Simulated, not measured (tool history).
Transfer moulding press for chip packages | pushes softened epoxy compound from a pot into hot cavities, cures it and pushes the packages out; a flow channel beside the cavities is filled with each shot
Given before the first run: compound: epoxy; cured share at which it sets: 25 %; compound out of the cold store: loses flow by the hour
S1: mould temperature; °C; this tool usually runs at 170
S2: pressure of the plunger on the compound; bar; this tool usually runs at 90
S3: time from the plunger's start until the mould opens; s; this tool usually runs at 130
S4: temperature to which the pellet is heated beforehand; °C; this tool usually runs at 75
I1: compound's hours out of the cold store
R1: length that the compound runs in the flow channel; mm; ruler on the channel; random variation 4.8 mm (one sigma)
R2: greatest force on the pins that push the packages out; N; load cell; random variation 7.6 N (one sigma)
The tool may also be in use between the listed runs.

| run | hour | S1 | S2 | S3 | S4 | I1 | R1 | R2 |
|---|---|---|---|---|---|---|---|---|
| 1 | 0 | 170 | 90 | 130 | 75 | 42.9 | 699 | 315 |
| 2 | 5.7 | 166 | 90 | 130 | 75 | 31.5 | 766 | 398 |
| 3 | 10.7 | 166 | 90 | 130 | 75 | 47.8 | 702 | 397 |
| 4 | 15.9 | 166 | 90 | 166 | 75 | 41.3 | 729 | 306 |
| 5 | 24.5 | 166 | 90 | 114 | 75 | 36.3 | 743 | 578 |
| 6 | 35.3 | 170 | 90 | 129 | 75 | 14.3 | 821 | 375 |
| 7 | 45.4 | 170 | 90 | 129 | 75 | 35.1 | 734 | 389 |
| 8 | 54.7 | 170 | 90 | 129 | 75 | 33 | 743 | 386 |
| 9 | 64.2 | 170 | 90 | 116 | 67 | 30.5 | 756 | 511 |
| 10 | 74.9 | 177 | 87.3 | 134 | 84 | 31.6 | 708 | 347 |
| 11 | 82.2 | 167 | 100.6 | 134 | 84 | 26.9 | 826 | 457 |
| 12 | 90.3 | 170 | 69.7 | 169 | 81 | 15 | 716 | 361 |
| 13 | 98.8 | 170 | 69.7 | 169 | 81 | 15.1 | 729 | 365 |
| 14 | 109.8 | 170 | 69.7 | 111 | 66 | 45.2 | 614 | 406 |
| 15 | 115.5 | 170 | 69.7 | 111 | 66 | 22.5 | 699 | 455 |

Missing from the log above: 2 entries noted between runs. For each, name the pair of listed runs it sits between and say how the tool's hidden condition differs from the listed run just before to the listed run just after:
Between runs 8 and 9: cavities cleaned with cleaning compound and waxed (hour 56.7)
  true mould temperature over the reading, C: 0.32 -> 0.33; pressure that reaches the compound, % of what is set: 96.68 -> 96.57; grip of the stained cavities, % over clean ones': 25.4 -> 30.5
  measured value less the no-hidden-state value, R1: -14 -> -14 mm; R2: +74 -> +110 N
Between runs 13 and 14: cavities cleaned with cleaning compound and waxed, once more (hour 105.4)
  true mould temperature over the reading, C: 0.36 -> 0.37; pressure that reaches the compound, % of what is set: 96.15 -> 96.03; grip of the stained cavities, % over clean ones': 39.4 -> 3.6
  measured value less the no-hidden-state value, R1: -16 -> -13 mm; R2: +102 -> +4 N
